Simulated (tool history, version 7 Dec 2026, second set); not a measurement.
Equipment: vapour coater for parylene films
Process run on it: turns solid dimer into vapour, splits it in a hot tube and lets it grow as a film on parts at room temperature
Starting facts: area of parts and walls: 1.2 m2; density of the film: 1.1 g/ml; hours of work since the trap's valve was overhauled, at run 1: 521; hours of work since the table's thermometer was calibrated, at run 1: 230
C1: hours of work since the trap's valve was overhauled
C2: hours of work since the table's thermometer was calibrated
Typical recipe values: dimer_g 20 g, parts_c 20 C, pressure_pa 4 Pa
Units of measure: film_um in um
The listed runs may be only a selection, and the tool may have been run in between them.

Run 1, hour 0: usual settings; C1 521; C2 230. Result: film_um 8.97 um.
Run 2, hour 11.3: usual settings; C1 526; C2 235. Result: film_um 8.82 um.
At hour 23.8: trap's valve overhauled.
Run 3, hour 30.3: usual settings but parts_c 14 C; C1 3; C2 241. Result: film_um 11.55 um.
Run 4, hour 40.2: usual settings but parts_c 26 C; C1 7; C2 245. Result: film_um 8.97 um.
Run 5, hour 52.8: usual settings but parts_c 26 C; C1 13; C2 251. Result: film_um 9.05 um.
Run 6, hour 65.9: usual settings but dimer_g 34 g, parts_c 26 C; C1 18; C2 257. Result: film_um 15.23 um.
Run 7, hour 79.8: usual settings but dimer_g 34 g, parts_c 26 C; C1 25; C2 263. Result: film_um 15.44 um.
Run 8, hour 91.9: usual settings but dimer_g 34 g, parts_c 26 C; C1 30; C2 268. Result: film_um 15.4 um.
Run 9, hour 106.8: usual settings but dimer_g 34 g, parts_c 26 C; C1 36; C2 275. Result: film_um 15.09 um.
Run 10, hour 119.8: usual settings but dimer_g 34 g, parts_c 26 C; C1 42; C2 280. Result: film_um 15.12 um.
Run 11, hour 128.7: usual settings but dimer_g 15 g, parts_c 30 C, pressure_pa 4.94 Pa; C1 46; C2 284. Result: film_um 6 um.
Run 12, hour 137.3: usual settings but parts_c 27 C; C1 50; C2 288. Result: film_um 8.83 um.
Run 13, hour 146.2: usual settings but parts_c 19 C; C1 54; C2 292. Result: film_um 10.22 um.
Run 14, hour 159.3: usual settings but dimer_g 16 g, parts_c 17 C, pressure_pa 4.12 Pa; C1 59; C2 298. Result: film_um 8.46 um.

Run 15 is up next; what results do you expect?
Run 15, hour 172.1: usual settings but dimer_g 26 g, parts_c 17 C, pressure_pa 4.9 Pa; C1 65; C2 303. Result: film_um ?.

{"run 15": {"film_um": 13.48}}
Were there no unlogged condition in the tool, this run, its random variation unchanged, would have produced film_um 13.74 um.
